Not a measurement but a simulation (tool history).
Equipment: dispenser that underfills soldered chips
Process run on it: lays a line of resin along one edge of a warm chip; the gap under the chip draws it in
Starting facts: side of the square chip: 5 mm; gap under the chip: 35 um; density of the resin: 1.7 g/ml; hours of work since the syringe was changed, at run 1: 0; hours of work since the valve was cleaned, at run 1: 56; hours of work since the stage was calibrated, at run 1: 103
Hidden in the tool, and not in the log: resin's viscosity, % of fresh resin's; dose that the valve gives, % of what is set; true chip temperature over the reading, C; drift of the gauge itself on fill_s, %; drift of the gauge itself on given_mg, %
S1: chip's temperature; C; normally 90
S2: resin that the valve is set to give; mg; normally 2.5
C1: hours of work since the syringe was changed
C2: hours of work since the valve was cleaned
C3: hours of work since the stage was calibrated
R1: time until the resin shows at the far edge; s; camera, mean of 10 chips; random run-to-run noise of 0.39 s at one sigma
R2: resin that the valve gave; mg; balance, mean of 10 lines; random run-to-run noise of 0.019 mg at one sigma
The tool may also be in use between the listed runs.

run 1 hour=0 | S1=90 S2=2.5 | C1=0 C2=56 C3=103 | R1=25.8 R2=2.37
run 2 hour=7.7 | S1=90 S2=2.49 | C1=5 C2=61 C3=108 | R1=31.5 R2=2.39
-- hour=11.3 new syringe of resin
run 3 hour=12.6 | S1=90 S2=2.5 | C1=1 C2=64 C3=112 | R1=27.3 R2=2.38
run 4 hour=16.9 | S1=90 S2=2.5 | C1=4 C2=67 C3=115 | R1=31.3 R2=2.33
run 5 hour=21.3 | S1=90 S2=2.5 | C1=7 C2=70 C3=118 | R1=36.3 R2=2.35
-- hour=22.6 new syringe of resin
run 6 hour=24.9 | S1=90 S2=2.5 | C1=2 C2=73 C3=120 | R1=27.1 R2=2.33
run 7 hour=31.9 | S1=90 S2=2.35 | C1=7 C2=78 C3=125 | R1=34.7 R2=2.2
-- hour=34.3 new syringe of resin
run 8 hour=39.8 | S1=90 S2=2.35 | C1=4 C2=83 C3=131 | R1=31.8 R2=2.19
-- hour=45.4 new syringe of resin
run 9 hour=46.6 | S1=90 S2=2.35 | C1=1 C2=88 C3=135 | R1=27.7 R2=2.2
run 10 hour=50.6 | S1=90 S2=3.12 | C1=4 C2=91 C3=138 | R1=30.1 R2=2.85
run 11 hour=54.5 | S1=90 S2=3.12 | C1=7 C2=93 C3=141 | R1=33.6 R2=2.86
-- hour=56.4 new syringe of resin
run 12 hour=62.5 | S1=90 S2=3.12 | C1=4 C2=99 C3=146 | R1=30 R2=2.84
-- hour=67.6 new syringe of resin
run 13 hour=67.7 | S1=90 S2=3.12 | C1=0 C2=102 C3=150 | R1=25.7 R2=2.83
run 14 hour=72.4 | S1=90 S2=3.12 | C1=3 C2=106 C3=153 | R1=29.9 R2=2.82
run 15 hour=78 | S1=90 S2=3.12 | C1=7 C2=110 C3=157 | R1=34.2 R2=2.83
-- hour=79 new syringe of resin
run 16 hour=82.1 | S1=90 S2=2.5 | C1=2 C2=112 C3=160 | R1=28.1 R2=2.25
run 17 hour=85.8 | S1=90 S2=2.5 | C1=5 C2=115 C3=163 | R1=32 R2=2.23
run 18 hour=89.4 | S1=90 S2=2.94 | C1=7 C2=118 C3=165 | R1=34.9 R2=2.61
-- hour=90.1 new syringe of resin
run 19 hour=93.9 | S1=90 S2=2.94 | C1=3 C2=121 C3=168 | R1=28.9 R2=2.65
-- hour=101.1 new syringe of resin
run 20 hour=101.1 | S1=85 S2=2.26 | C1=0 C2=126 C3=173 | R1=32.7 R2=2.02
run 21 hour=108.4 | S1=89 S2=2.32 | C1=5 C2=131 C3=178 | R1=35.6 R2=2.01
-- hour=112.1 new syringe of resin
run 22 hour=114.4 | S1=81 S2=3.12 | C1=2 C2=135 C3=182 | R1=38.9 R2=2.74
run 23 hour=121.7 | S1=95 S2=2.12 | C1=7 C2=140 C3=187 | R1=31.2 R2=1.85
-- hour=123.5 new syringe of resin
-- hour=125.8 dispensing valve cleaned and set on the balance
run 24 hour=128.5 | S1=103 S2=2.42 | C1=3 C2=2 C3=191 | R1=19 R2=2.41
run 25 hour=132.1 | S1=103 S2=3.13 | C1=5 C2=4 C3=194 | R1=20.8 R2=3.08
-- hour=135.4 new syringe of resin
run 26 hour=135.9 | S1=85 S2=2.42 | C1=0 C2=7 C3=196 | R1=32.3 R2=2.37
run 27 hour=142.1 | S1=85 S2=2.84 | C1=5 C2=11 C3=201 | R1=37.3 R2=2.8
-- hour=146.6 new syringe of resin
run 28 hour=146.6 | S1=85 S2=2.84 | C1=0 C2=14 C3=204 | R1=31.7 R2=2.78
run 29 hour=152.4 | S1=78 S2=3.13 | C1=4 C2=18 C3=208 | R1=48.6 R2=3.05
-- hour=158 new syringe of resin
run 30 hour=158.5 | S1=78 S2=3.13 | C1=0 C2=23 C3=212 | R1=41.2 R2=3.07
run 31 hour=164.2 | S1=99 S2=2.65 | C1=4 C2=27 C3=216 | R1=23.1 R2=2.59
-- hour=169.3 new syringe of resin
run 32 hour=171.8 | S1=95 S2=2.21 | C1=2 C2=32 C3=221 | R1=23.9 R2=2.18
run 33 hour=175.8 | S1=84 S2=2.68 | C1=5 C2=35 C3=224 | R1=39.9 R2=2.59
-- hour=180.5 new syringe of resin
run 34 hour=184.1 | S1=94 S2=2.62 | C1=3 C2=40 C3=230 | R1=25.2 R2=2.55
run 35 hour=188.2 | S1=94 S2=2.62 | C1=5 C2=43 C3=233 | R1=27.6 R2=2.5

Each row is a separate what-if for the run after 35, all from the same tool condition, not one after another. Results?
-- hour=191.5 new syringe of resin
run A hour=193 | S1=105 S2=2.99 | C1=1 C2=47 C3=236 | R1=? R2=?
-- hour=191.5 new syringe of resin
run B hour=193 | S1=96 S2=2.96 | C1=1 C2=47 C3=236 | R1=? R2=?
-- hour=191.5 new syringe of resin
run C hour=193 | S1=94 S2=2.3 | C1=1 C2=47 C3=236 | R1=? R2=?
-- hour=191.5 new syringe of resin
run D hour=193 | S1=99 S2=2.63 | C1=1 C2=47 C3=236 | R1=? R2=?

run=A R1=15.9 R2=2.86
run=B R1=22.5 R2=2.85
run=C R1=24.8 R2=2.18
run=D R1=20 R2=2.47
Stripped of hidden state, with their random variation kept, the same runs would have yielded:
run=A R1=14.4 R2=3
run=B R1=20.3 R2=2.99
run=C R1=22.3 R2=2.29
run=D R1=18 R2=2.59
